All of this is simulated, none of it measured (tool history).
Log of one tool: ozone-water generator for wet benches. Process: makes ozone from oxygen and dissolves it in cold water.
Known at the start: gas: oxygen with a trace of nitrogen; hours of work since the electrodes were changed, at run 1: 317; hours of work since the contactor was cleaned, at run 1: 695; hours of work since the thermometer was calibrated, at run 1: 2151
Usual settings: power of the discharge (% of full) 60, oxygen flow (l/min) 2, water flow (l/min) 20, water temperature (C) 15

| run | hour | power of the discharge (% of full) | oxygen flow (l/min) | water flow (l/min) | water temperature (C) | hours of work since the electrodes were changed | hours of work since the contactor was cleaned | hours of work since the thermometer was calibrated | dissolved ozone (ppm) | ozone in the gas ahead of the water (g/m3) |
|---|---|---|---|---|---|---|---|---|---|---|
| 1 | 0 | 60 | 2 | 20 | 15 | 317 | 695 | 2151 | 10 | 185.5 |
| 2 | 49.8 | 60 | 2 | 17 | 15 | 350 | 729 | 2185 | 11.8 | 188.1 |
| 3 | 107 | 60 | 2 | 17 | 15 | 389 | 767 | 2224 | 11.7 | 186.3 |
| 4 | 153.9 | 60 | 2 | 17 | 15 | 421 | 799 | 2255 | 11.6 | 184.9 |
| 5 | 203.7 | 60 | 2 | 20 | 15 | 454 | 832 | 2289 | 10 | 185.5 |
| 6 | 293.1 | 73 | 2 | 20 | 15 | 514 | 893 | 2349 | 11.4 | 217.6 |
| 7 | 346.4 | 73 | 2 | 20 | 15 | 550 | 929 | 2385 | 11.4 | 215.3 |
| 8 | 427.7 | 60 | 2 | 14 | 15 | 605 | 983 | 2440 | 13.6 | 186.8 |
| 9 | 522 | 60 | 2 | 14 | 15 | 669 | 1047 | 2503 | 13.8 | 184.7 |
| 10 | 568.8 | 60 | 2 | 20 | 15 | 700 | 1078 | 2535 | 9.6 | 182.1 |
| 11 | 633 | 60 | 2 | 20 | 15 | 743 | 1122 | 2578 | 9.8 | 183.5 |
| 12 | 723.3 | 60 | 1.96 | 20 | 15 | 804 | 1182 | 2639 | 9.4 | 183.9 |
| 13 | 808.2 | 60 | 1.96 | 20 | 16 | 861 | 1240 | 2696 | 9.4 | 183.5 |
| 14 | 865.4 | 60 | 1.96 | 20 | 16 | 900 | 1278 | 2735 | 9.5 | 182.7 |
| 15 | 934.6 | 87 | 1.96 | 20 | 16 | 947 | 1325 | 2781 | 12.2 | 241.1 |
| 16 | 1016.8 | 83 | 1.09 | 20 | 16 | 1002 | 1380 | 2837 | 10.5 | 327.3 |
| 17 | 1098.7 | 60 | 2 | 22 | 8 | 1057 | 1435 | 2892 | 8.9 | 179.9 |
| 18 | 1193.4 | 60 | 3.08 | 22 | 21 | 1121 | 1499 | 2956 | 8.7 | 139.6 |
| 19 | 1241.8 | 60 | 3.08 | 27 | 21 | 1154 | 1532 | 2988 | 7.1 | 140.7 |
| 20 | 1317.3 | 61 | 3.08 | 30 | 10 | 1205 | 1583 | 3039 | 7.3 | 140.5 |
| 21 | 1365.2 | 60 | 2.52 | 20 | 15 | 1237 | 1615 | 3071 | 9.8 | 155.5 |
| 22 | 1436.7 | 60 | 2 | 20 | 14 | 1285 | 1663 | 3120 | 9.3 | 175.6 |
| 23 | 1491.3 | 60 | 2 | 20 | 14 | 1322 | 1700 | 3156 | 9.3 | 178.8 |
| 24 | 1578.5 | 60 | 2 | 20 | 14 | 1381 | 1759 | 3215 | 9.3 | 176.4 |
| 25 | 1619.8 | 60 | 2 | 20 | 14 | 1408 | 1787 | 3243 | 9.2 | 176 |
| 26 | 1675.5 | 60 | 2 | 27 | 18 | 1446 | 1824 | 3280 | 6.4 | 173.6 |
| 27 | 1742.2 | 61 | 3.48 | 23 | 8 | 1491 | 1869 | 3325 | 9.3 | 129 |
| 28 | 1794.1 | 61 | 3.48 | 23 | 8 | 1526 | 1904 | 3360 | 9.4 | 129.5 |

3 ways to go on from here, each from the tool as it stands after run 28. What would each give?
| A | 1872.1 | 41 | 1.67 | 12 | 8 | 1578 | 1957 | 3413 | ? | ? |
| B | 1872.1 | 60 | 1.95 | 20 | 14 | 1578 | 1957 | 3413 | ? | ? |
| C | 1872.1 | 65 | 2 | 20 | 15 | 1578 | 1957 | 3413 | ? | ? |

| run | dissolved ozone (ppm) | ozone in the gas ahead of the water (g/m3) |
|---|---|---|
| A | 11.3 | 146.4 |
| B | 9 | 177.6 |
| C | 9.4 | 183.7 |
Without the tool's hidden state the same runs would have given:
| run | dissolved ozone (ppm) | ozone in the gas ahead of the water (g/m3) |
|---|---|---|
| A | 12.4 | 155.1 |
| B | 10.2 | 193.6 |
| C | 10.8 | 201.5 |
